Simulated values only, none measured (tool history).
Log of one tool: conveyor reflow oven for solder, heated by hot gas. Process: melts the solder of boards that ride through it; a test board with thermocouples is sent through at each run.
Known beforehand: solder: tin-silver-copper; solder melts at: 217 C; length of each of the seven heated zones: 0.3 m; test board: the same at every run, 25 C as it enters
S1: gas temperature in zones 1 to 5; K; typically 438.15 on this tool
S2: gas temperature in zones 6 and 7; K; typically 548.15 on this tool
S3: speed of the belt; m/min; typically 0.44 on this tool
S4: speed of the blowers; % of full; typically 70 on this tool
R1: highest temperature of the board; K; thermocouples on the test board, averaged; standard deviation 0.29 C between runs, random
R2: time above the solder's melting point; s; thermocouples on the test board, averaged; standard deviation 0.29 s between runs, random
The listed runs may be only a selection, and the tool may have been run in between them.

run 1 hour=0 | S1=438.15 S2=548.15 S3=0.44 S4=70 | R1=525.15 R2=58.2
run 2 hour=57.9 | S1=438.15 S2=548.15 S3=0.44 S4=70 | R1=524.65 R2=57.9
run 3 hour=104.4 | S1=438.15 S2=548.15 S3=0.44 S4=70 | R1=524.35 R2=57.5
run 4 hour=193.5 | S1=438.15 S2=548.15 S3=0.44 S4=70 | R1=523.85 R2=56.9
run 5 hour=234.2 | S1=438.15 S2=548.15 S3=0.44 S4=70 | R1=523.35 R2=56.4
run 6 hour=274.7 | S1=438.15 S2=548.15 S3=0.434 S4=70 | R1=524.15 R2=57.9
run 7 hour=374 | S1=438.15 S2=548.15 S3=0.44 S4=70 | R1=522.55 R2=56
-- hour=408.8 flux residue cleaned out of gas plates and filters
-- hour=455.4 thermocouples of zones 6 and 7 changed
run 8 hour=469.8 | S1=438.15 S2=548.15 S3=0.44 S4=75 | R1=528.75 R2=62.5
-- hour=480.3 belt drive overhauled, speed set with a stopwatch
run 9 hour=524.3 | S1=438.15 S2=548.15 S3=0.44 S4=70 | R1=525.95 R2=57.3
run 10 hour=622.5 | S1=438.15 S2=548.15 S3=0.44 S4=70 | R1=525.35 R2=56.5
run 11 hour=696.9 | S1=447.15 S2=548.15 S3=0.44 S4=72 | R1=527.75 R2=61.8
run 12 hour=773.4 | S1=449.15 S2=539.15 S3=0.44 S4=70 | R1=519.45 R2=55.6
run 13 hour=858.4 | S1=431.15 S2=539.15 S3=0.365 S4=53 | R1=515.85 R2=55
run 14 hour=936.9 | S1=431.15 S2=539.15 S3=0.369 S4=86 | R1=524.45 R2=69
run 15 hour=1021 | S1=453.15 S2=539.15 S3=0.52 S4=86 | R1=517.35 R2=46.2
run 16 hour=1068 | S1=424.15 S2=541.15 S3=0.454 S4=77 | R1=514.55 R2=40.7
-- hour=1100.8 flux residue cleaned out of gas plates and filters
run 17 hour=1144.8 | S1=424.15 S2=541.15 S3=0.454 S4=77 | R1=518.35 R2=46.3

Consider 3 possible next runs. They are alternatives, not a sequence: every one starts from the tool as it was left by run 17. What does each give?
run A hour=1218.4 | S1=443.15 S2=548.15 S3=0.493 S4=89 | R1=? R2=?
run B hour=1218.4 | S1=428.15 S2=558.15 S3=0.529 S4=70 | R1=? R2=?
run C hour=1218.4 | S1=424.15 S2=541.15 S3=0.461 S4=77 | R1=? R2=?

run=A R1=528.15 R2=55.6
run=B R1=522.35 R2=42.4
run=C R1=517.15 R2=43.7
Stripped of hidden state, with their random variation kept, the same runs would have yielded:
run=A R1=529.85 R2=56
run=B R1=523.85 R2=43
run=C R1=518.75 R2=44.7
